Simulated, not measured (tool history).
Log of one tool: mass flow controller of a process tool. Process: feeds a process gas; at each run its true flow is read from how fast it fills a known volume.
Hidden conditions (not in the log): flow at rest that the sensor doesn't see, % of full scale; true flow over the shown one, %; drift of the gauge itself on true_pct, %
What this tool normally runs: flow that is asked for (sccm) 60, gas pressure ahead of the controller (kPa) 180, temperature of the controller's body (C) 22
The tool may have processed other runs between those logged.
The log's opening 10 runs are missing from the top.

run,hour,flow that is asked for (sccm),gas pressure ahead of the controller (kPa),temperature of the controller's body (C),hours of work since the controller was set to zero,hours of work since the controller was changed,true flow (%)
11,1211.6,60,180,38,681,681,99.73
12,1383.7,60,180,38,763,763,99.64
13,1560.4,60,180,38,847,847,99.53
14,1668.6,60,180,22,898,898,99.16
15,1857.1,60,180,22,987,987,98.97
16,2026.0,60,180,22,1067,1067,98.93
17,2225.2,34,238,22,1162,1162,98.25
18,2337.8,60,142,38,1215,1215,99.37
19,2442.7,59,142,37,1265,1265,99.28
20,2531.5,24,142,39,1307,1307,98.97
21,2685.0,24,142,39,1379,1379,98.93
22,2790.7,34,142,39,1430,1430,99.06
23,2925.4,34,239,37,1493,1493,98.32
24,3023.3,60,180,25,1540,1540,98.55
25,3123.1,27,180,31,1587,1587,98.28
26,3238.5,11,234,20,1642,1642,97.51
27,3373.2,25,197,22,1706,1706,97.89
28,3461.0,25,197,33,1747,1747,98.17
29,3649.2,42,222,33,1836,1836,98.10
30,3820.1,35,166,22,1917,1917,98.00
31,3963.9,22,174,33,1985,1985,98.01

Here are 4 independent what-if runs from the current tool condition. What would each one return?
A,4119.4,41,209,20,2059,2059,?
B,4119.4,21,260,38,2059,2059,?
C,4119.4,47,180,22,2059,2059,?
D,4119.4,60,170,22,2059,2059,?

run,true flow (%)
A,97.68
B,97.71
C,97.96
D,98.01
With no hidden state in the tool, these same runs would have given:
run,true flow (%)
A,99.31
B,99.35
C,99.60
D,99.65
